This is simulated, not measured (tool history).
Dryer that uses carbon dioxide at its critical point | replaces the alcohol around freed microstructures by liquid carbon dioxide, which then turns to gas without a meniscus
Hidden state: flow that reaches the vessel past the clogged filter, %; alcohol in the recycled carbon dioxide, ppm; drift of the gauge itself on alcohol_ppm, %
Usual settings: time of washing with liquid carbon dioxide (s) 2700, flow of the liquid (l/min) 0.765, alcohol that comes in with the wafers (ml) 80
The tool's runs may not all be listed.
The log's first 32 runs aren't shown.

run	hour	time of washing with liquid carbon dioxide (s)	flow of the liquid (l/min)	alcohol that comes in with the wafers (ml)	hours of work since the filter was changed	hours of work since the purifier's bed was changed	alcohol left in the vessel before it's heated (ppm by volume)
33	914.6	2700	1.035	80	321	605	75
34	938.2	2700	1.035	80	328	612	70
35	955.7	2700	0.849	39	334	617	81
36	976.3	3000	0.765	94	340	624	80
37	1007.6	3480	0.71	94	349	633	75
38	1036.3	3480	0.583	28	358	642	81
39	1058.3	4080	0.583	91	365	649	82
40	1093.9	4080	0.583	91	376	660	76
41	1118.6	2640	0.841	75	383	667	93
42	1151.4	2640	0.841	101	393	677	96

4 ways to go on from here, each from the tool as it stands after run 42. What would each give?
A	1167	1740	0.877	54	398	682	?
B	1167	2640	0.693	101	398	682	?
C	1167	2640	0.684	28	398	682	?
D	1167	2640	0.481	76	398	682	?

run	alcohol left in the vessel before it's heated (ppm by volume)
A	159
B	131
C	99
D	350
Without the tool's hidden state the same runs would have given:
run	alcohol left in the vessel before it's heated (ppm by volume)
A	65
B	43
C	20
D	213
